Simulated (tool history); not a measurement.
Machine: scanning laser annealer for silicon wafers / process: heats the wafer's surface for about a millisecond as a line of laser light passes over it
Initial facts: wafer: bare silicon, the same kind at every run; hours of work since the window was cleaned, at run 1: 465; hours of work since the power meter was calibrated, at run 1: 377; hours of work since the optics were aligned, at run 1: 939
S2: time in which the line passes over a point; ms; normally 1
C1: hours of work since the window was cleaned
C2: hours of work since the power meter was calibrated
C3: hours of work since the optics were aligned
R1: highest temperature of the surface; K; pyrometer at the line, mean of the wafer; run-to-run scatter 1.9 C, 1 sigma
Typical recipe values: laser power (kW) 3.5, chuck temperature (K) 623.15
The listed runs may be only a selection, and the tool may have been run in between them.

Run 1, hour 0: usual settings; C1 465; C2 377; C3 939. Result: R1 1416.15 K.
Run 2, hour 28.8: usual settings; C1 480; C2 391; C3 954. Result: R1 1414.15 K.
Run 3, hour 53.1: usual settings; C1 492; C2 404; C3 966. Result: R1 1412.15 K.
Run 4, hour 94.1: usual settings; C1 513; C2 425; C3 987. Result: R1 1412.15 K.
Run 5, hour 140.8: usual settings; C1 537; C2 449; C3 1011. Result: R1 1413.15 K.
At hour 152.4: optics aligned, line set to its width.
At hour 162.6: window over the wafer cleaned.
Run 6, hour 187.6: usual settings but S2 0.7 ms; C1 13; C2 469; C3 17. Result: R1 1272.15 K.
Run 7, hour 218.2: usual settings but S2 0.7 ms; C1 28; C2 485; C3 33. Result: R1 1274.15 K.
Run 8, hour 238.4: usual settings but S2 0.7 ms; C1 39; C2 495; C3 43. Result: R1 1271.15 K.
Run 9, hour 269.2: usual settings but S2 0.7 ms; C1 55; C2 511; C3 59. Result: R1 1271.15 K.
Run 10, hour 298.6: usual settings but S2 0.7 ms; C1 70; C2 526; C3 74. Result: R1 1274.15 K.
Run 11, hour 340.5: usual settings but S2 0.7 ms; C1 91; C2 547; C3 95. Result: R1 1272.15 K.
Run 12, hour 375.7: usual settings but S2 0.7 ms; C1 109; C2 565; C3 113. Result: R1 1271.15 K.
Run 13, hour 421.7: usual settings but laser power (kW) 3.206, S2 0.7 ms; C1 133; C2 589; C3 137. Result: R1 1200.15 K.
Run 14, hour 456.9: usual settings but laser power (kW) 3.092, S2 0.85 ms, chuck temperature (K) 640.15; C1 151; C2 607; C3 155. Result: R1 1255.15 K.
Run 15, hour 504.7: usual settings but laser power (kW) 3.092, S2 0.85 ms, chuck temperature (K) 640.15; C1 175; C2 631; C3 179. Result: R1 1251.15 K.
Run 16, hour 548.3: usual settings but laser power (kW) 3.092, S2 0.85 ms, chuck temperature (K) 640.15; C1 197; C2 654; C3 201. Result: R1 1255.15 K.
Run 17, hour 579: usual settings but laser power (kW) 3.092, S2 0.85 ms, chuck temperature (K) 640.15; C1 213; C2 669; C3 217. Result: R1 1253.15 K.
Run 18, hour 626.8: usual settings but laser power (kW) 3.092, S2 0.85 ms, chuck temperature (K) 640.15; C1 237; C2 694; C3 242. Result: R1 1255.15 K.
Run 19, hour 667.5: usual settings but laser power (kW) 3.092, S2 0.85 ms, chuck temperature (K) 640.15; C1 258; C2 714; C3 262. Result: R1 1253.15 K.
Run 20, hour 693.1: usual settings but laser power (kW) 3.092, S2 0.85 ms, chuck temperature (K) 640.15; C1 271; C2 728; C3 275. Result: R1 1255.15 K.
Run 21, hour 727.7: usual settings but laser power (kW) 3.092, S2 1.17 ms, chuck temperature (K) 640.15; C1 289; C2 745; C3 293. Result: R1 1379.15 K.
Run 22, hour 749.2: usual settings but S2 1.07 ms; C1 300; C2 756; C3 304. Result: R1 1451.15 K.
Run 23, hour 785.5: usual settings but laser power (kW) 3.753, S2 0.86 ms, chuck temperature (K) 649.15; C1 319; C2 775; C3 323. Result: R1 1448.15 K.

Entry by entry between the runs, the difference in hidden state between the last listed run before and the first listed run after:
In the gap between runs 5 and 6: optics aligned, line set to its width (hour 152.4); window over the wafer cleaned (hour 162.6)
  light that passes the window, % of a clean one's: 99.9 -> 99.99; width of the line over the set one, %: 0.04 -> 0

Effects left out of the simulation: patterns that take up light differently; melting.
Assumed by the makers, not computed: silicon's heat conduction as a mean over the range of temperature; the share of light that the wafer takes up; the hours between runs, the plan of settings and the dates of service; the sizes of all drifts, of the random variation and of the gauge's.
